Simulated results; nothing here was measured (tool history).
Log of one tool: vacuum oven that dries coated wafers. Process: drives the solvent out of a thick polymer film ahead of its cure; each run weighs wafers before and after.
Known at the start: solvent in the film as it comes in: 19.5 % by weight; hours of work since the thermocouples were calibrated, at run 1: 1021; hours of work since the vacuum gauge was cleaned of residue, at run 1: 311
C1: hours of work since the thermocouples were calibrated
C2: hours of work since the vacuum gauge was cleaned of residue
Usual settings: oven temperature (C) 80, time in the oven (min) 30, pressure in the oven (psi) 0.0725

Run 1, hour 0.0: usual settings; C1 1021; C2 311. Result: solvent left in the film (%) 2.26.
Run 2, hour 66.6: usual settings; C1 1066; C2 357. Result: solvent left in the film (%) 2.26.
Run 3, hour 120.4: usual settings; C1 1103; C2 394. Result: solvent left in the film (%) 2.29.
Run 4, hour 173.2: usual settings but oven temperature (C) 68; C1 1139; C2 430. Result: solvent left in the film (%) 7.50.
Run 5, hour 210.5: usual settings but oven temperature (C) 68; C1 1165; C2 456. Result: solvent left in the film (%) 7.46.
Run 6, hour 287.3: usual settings but oven temperature (C) 93; C1 1218; C2 509. Result: solvent left in the film (%) 0.24.
Run 7, hour 338.1: usual settings but oven temperature (C) 93; C1 1253; C2 543. Result: solvent left in the film (%) 0.18.
Run 8, hour 406.3: usual settings but time in the oven (min) 49; C1 1300; C2 590. Result: solvent left in the film (%) 0.81.
Run 9, hour 455.6: usual settings but oven temperature (C) 67; C1 1334; C2 624. Result: solvent left in the film (%) 7.87.
At hour 515.8: oven's thermocouples calibrated.
Run 10, hour 540.3: usual settings but oven temperature (C) 67; C1 17; C2 681. Result: solvent left in the film (%) 7.83.
Run 11, hour 576.1: usual settings but oven temperature (C) 67; C1 41; C2 706. Result: solvent left in the film (%) 7.96.
Run 12, hour 634.1: usual settings but oven temperature (C) 67; C1 81; C2 745. Result: solvent left in the film (%) 7.97.
Run 13, hour 694.4: usual settings but time in the oven (min) 42; C1 123; C2 787. Result: solvent left in the film (%) 1.09.
Run 14, hour 739.4: usual settings but pressure in the oven (psi) 0.1756; C1 154; C2 818. Result: solvent left in the film (%) 2.44.
Run 15, hour 782.9: usual settings but pressure in the oven (psi) 0.1756; C1 183; C2 848. Result: solvent left in the film (%) 2.41.
Run 16, hour 825.8: usual settings but pressure in the oven (psi) 0.1756; C1 213; C2 877. Result: solvent left in the film (%) 2.49.
Run 17, hour 890.4: usual settings; C1 257; C2 922. Result: solvent left in the film (%) 2.30.
Run 18, hour 940.6: usual settings; C1 292; C2 956. Result: solvent left in the film (%) 2.34.
Run 19, hour 994.9: usual settings; C1 329; C2 993. Result: solvent left in the film (%) 2.20.
Run 20, hour 1074.6: usual settings; C1 384; C2 1048. Result: solvent left in the film (%) 2.25.
Run 21, hour 1129.0: usual settings but oven temperature (C) 83; C1 421; C2 1086. Result: solvent left in the film (%) 1.36.
Run 22, hour 1164.6: usual settings but oven temperature (C) 83, time in the oven (min) 44; C1 446; C2 1110. Result: solvent left in the film (%) 0.62.
Run 23, hour 1243.9: usual settings; C1 500; C2 1164. Result: solvent left in the film (%) 2.26.
Run 24, hour 1306.2: usual settings but time in the oven (min) 21; C1 543; C2 1207. Result: solvent left in the film (%) 4.01.
Run 25, hour 1373.2: usual settings but time in the oven (min) 42; C1 589; C2 1253. Result: solvent left in the film (%) 1.05.
Run 26, hour 1452.0: usual settings but time in the oven (min) 42; C1 643; C2 1307. Result: solvent left in the film (%) 1.12.
Run 27, hour 1505.9: usual settings but time in the oven (min) 42; C1 680; C2 1344. Result: solvent left in the film (%) 1.10.
Run 28, hour 1588.4: usual settings but time in the oven (min) 42; C1 737; C2 1401. Result: solvent left in the film (%) 1.00.
Run 29, hour 1657.3: usual settings but oven temperature (C) 91, pressure in the oven (psi) 0.0542; C1 784; C2 1448. Result: solvent left in the film (%) 0.19.
Run 30, hour 1705.5: usual settings but oven temperature (C) 75, pressure in the oven (psi) 0.1017; C1 817; C2 1482. Result: solvent left in the film (%) 4.33.
Run 31, hour 1760.4: usual settings but oven temperature (C) 75, pressure in the oven (psi) 0.1017; C1 855; C2 1519. Result: solvent left in the film (%) 4.20.
Run 32, hour 1842.7: usual settings but oven temperature (C) 75, pressure in the oven (psi) 0.1017; C1 912; C2 1576. Result: solvent left in the film (%) 4.36.
Run 33, hour 1911.3: usual settings but oven temperature (C) 68, pressure in the oven (psi) 0.0381; C1 959; C2 1623. Result: solvent left in the film (%) 7.20.
Run 34, hour 1990.8: usual settings but oven temperature (C) 68, time in the oven (min) 23, pressure in the oven (psi) 0.0573; C1 1013; C2 1678. Result: solvent left in the film (%) 8.61.
Run 35, hour 2036.8: usual settings but oven temperature (C) 68, time in the oven (min) 23, pressure in the oven (psi) 0.0573; C1 1045; C2 1709. Result: solvent left in the film (%) 8.76.
Run 36, hour 2114.2: usual settings but oven temperature (C) 66, pressure in the oven (psi) 0.2672; C1 1098; C2 1762. Result: solvent left in the film (%) 8.92.
Run 37, hour 2173.7: usual settings but oven temperature (C) 66, time in the oven (min) 18, pressure in the oven (psi) 0.2672; C1 1139; C2 1803. Result: solvent left in the film (%) 11.45.
Run 38, hour 2210.5: usual settings but oven temperature (C) 66, time in the oven (min) 18, pressure in the oven (psi) 0.2672; C1 1164; C2 1829. Result: solvent left in the film (%) 11.27.
Run 39, hour 2286.6: usual settings but oven temperature (C) 66, time in the oven (min) 18, pressure in the oven (psi) 0.2672; C1 1217; C2 1881. Result: solvent left in the film (%) 11.07.
Run 40, hour 2337.1: usual settings but oven temperature (C) 68, time in the oven (min) 51; C1 1251; C2 1916. Result: solvent left in the film (%) 4.44.
Run 41, hour 2397.3: usual settings but time in the oven (min) 26, pressure in the oven (psi) 0.0947; C1 1293; C2 1957. Result: solvent left in the film (%) 2.90.
Run 42, hour 2454.5: usual settings but oven temperature (C) 79, time in the oven (min) 39; C1 1332; C2 1996. Result: solvent left in the film (%) 1.56.
At hour 2495.7: vacuum gauge cleaned of residue and calibrated.
At hour 2513.6: oven's thermocouples calibrated.
Run 43, hour 2518.7: usual settings but oven temperature (C) 79, time in the oven (min) 39; C1 4; C2 14. Result: solvent left in the film (%) 1.56.
Run 44, hour 2595.3: usual settings but oven temperature (C) 79, time in the oven (min) 39; C1 56; C2 67. Result: solvent left in the film (%) 1.49.
Run 45, hour 2679.3: usual settings but oven temperature (C) 79, time in the oven (min) 39; C1 114; C2 125. Result: solvent left in the film (%) 1.57.
Run 46, hour 2748.6: usual settings but oven temperature (C) 89, pressure in the oven (psi) 0.2139; C1 161; C2 172. Result: solvent left in the film (%) 0.73.
Run 47, hour 2808.2: usual settings but oven temperature (C) 85, time in the oven (min) 44, pressure in the oven (psi) 0.0583; C1 202; C2 213. Result: solvent left in the film (%) 0.32.

Hidden state at the last listed run before each entry between runs and at the first one after, where it differs:
Between runs 9 and 10: oven's thermocouples calibrated (hour 515.8)
  true wafer temperature over the reading, C: -0.08 -> 0.02; true pressure over the reading, kPa: 0.011 -> 0.012
Between runs 42 and 43: vacuum gauge cleaned of residue and calibrated (hour 2495.7); oven's thermocouples calibrated (hour 2513.6)
  true wafer temperature over the reading, C: -0.05 -> 0.01; true pressure over the reading, kPa: 0.033 -> 0
